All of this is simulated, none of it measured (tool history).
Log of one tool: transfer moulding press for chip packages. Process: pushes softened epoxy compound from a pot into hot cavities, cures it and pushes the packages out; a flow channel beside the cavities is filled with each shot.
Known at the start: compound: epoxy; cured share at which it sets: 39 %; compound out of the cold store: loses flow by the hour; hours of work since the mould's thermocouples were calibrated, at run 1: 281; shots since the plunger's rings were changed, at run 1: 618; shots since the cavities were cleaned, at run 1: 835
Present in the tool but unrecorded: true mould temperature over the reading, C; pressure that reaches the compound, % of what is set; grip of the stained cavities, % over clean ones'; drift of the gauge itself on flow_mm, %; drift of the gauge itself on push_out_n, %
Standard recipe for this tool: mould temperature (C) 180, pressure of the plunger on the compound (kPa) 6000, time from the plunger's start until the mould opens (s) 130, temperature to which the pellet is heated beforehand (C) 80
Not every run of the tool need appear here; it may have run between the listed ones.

run,hour,mould temperature (C),pressure of the plunger on the compound (kPa),time from the plunger's start until the mould opens (s),temperature to which the pellet is heated beforehand (C),hours of work since the mould's thermocouples were calibrated,shots since the plunger's rings were changed,shots since the cavities were cleaned,incoming compound's hours out of the cold store,length that the compound runs in the flow channel (mm),greatest force on the pins that push the packages out (N)
1,0,180,6000,130,80,281,618,835,19.2,987,816
# hour 5.7: cavities cleaned with cleaning compound and waxed
2,42.5,180,6000,111,80,302,946,294,41.1,895,761
3,77.4,180,6000,111,80,321,1225,573,27.5,956,935
# hour 116.5: cavities cleaned with cleaning compound and waxed
4,122.6,180,6000,111,80,344,1574,49,39,904,547
5,147.4,180,6000,111,80,357,1772,247,40.7,894,758
6,173.4,180,6000,130,84,370,1979,454,27.2,948,740
7,212.7,180,6000,130,84,391,2293,768,16.4,999,851
# hour 229.8: cavities cleaned with cleaning compound and waxed
8,259.6,180,6000,130,84,415,2656,238,42.8,881,637
9,306.3,184,6000,130,80,440,3028,610,10,1007,750
10,336.9,180,4860,130,80,456,3273,855,23.2,861,845
# hour 341.6: cavities cleaned with cleaning compound and waxed
11,386.7,180,4860,130,80,481,3659,360,31.3,831,703
12,414,180,6330,130,80,496,3877,578,25.5,965,810
# hour 451.7: cavities cleaned with cleaning compound and waxed
13,451.7,180,6000,130,82,515,4166,0,46,859,438
14,498.3,180,6000,130,82,539,4538,372,22.1,958,746
15,531.8,180,6000,130,87,557,4805,639,13.4,994,822
# hour 562.4: cavities cleaned with cleaning compound and waxed
16,579.1,180,6000,130,87,581,5171,133,17.8,970,574
# hour 604.8: mould's thermocouples calibrated
17,605.9,180,6000,130,87,1,5369,331,11.1,996,675
18,638.7,180,6000,130,87,18,5631,593,12.7,988,785
# hour 674.7: cavities cleaned with cleaning compound and waxed
19,674.7,180,6000,130,87,36,5907,0,14.9,972,454
# hour 709.2: plunger's sealing rings changed
20,715.4,180,6000,130,87,56,49,304,24.6,973,691
21,755.2,172,6000,130,79,77,367,622,26,994,1164
22,784.3,180,6110,111,80,92,600,855,27.5,968,1045
# hour 788.5: cavities cleaned with cleaning compound and waxed
23,814,180,4750,111,80,107,825,204,43.4,796,717
24,842.9,180,6000,125,80,123,1056,435,45.3,883,747
25,874.4,180,5140,167,80,139,1308,687,47.1,810,791
# hour 898.3: cavities cleaned with cleaning compound and waxed
26,914.2,180,5140,167,75,159,1613,127,46.8,810,507
27,963.3,180,5140,167,75,185,2005,519,40.2,827,735
28,1004,180,6000,130,88,207,2330,844,29.3,939,876

4 options for the next run, each taken on its own from the tool as it stands now. Forecast them:
# hour 1009.8: cavities cleaned with cleaning compound and waxed
A,1061.5,176,5000,124,88,236,2778,413,45.1,?,?
# hour 1009.8: cavities cleaned with cleaning compound and waxed
B,1061.5,178,6000,130,88,236,2778,413,18,?,?
# hour 1009.8: cavities cleaned with cleaning compound and waxed
C,1061.5,180,6330,138,88,236,2778,413,20.7,?,?
# hour 1009.8: cavities cleaned with cleaning compound and waxed
D,1061.5,178,6000,125,84,236,2778,413,34.2,?,?

run,length that the compound runs in the flow channel (mm),greatest force on the pins that push the packages out (N)
A,810,853
B,989,804
C,1001,712
D,924,824
With no hidden state in the tool, these same runs would have given:
run,length that the compound runs in the flow channel (mm),greatest force on the pins that push the packages out (N)
A,825,497
B,1008,472
C,1020,420
D,942,482
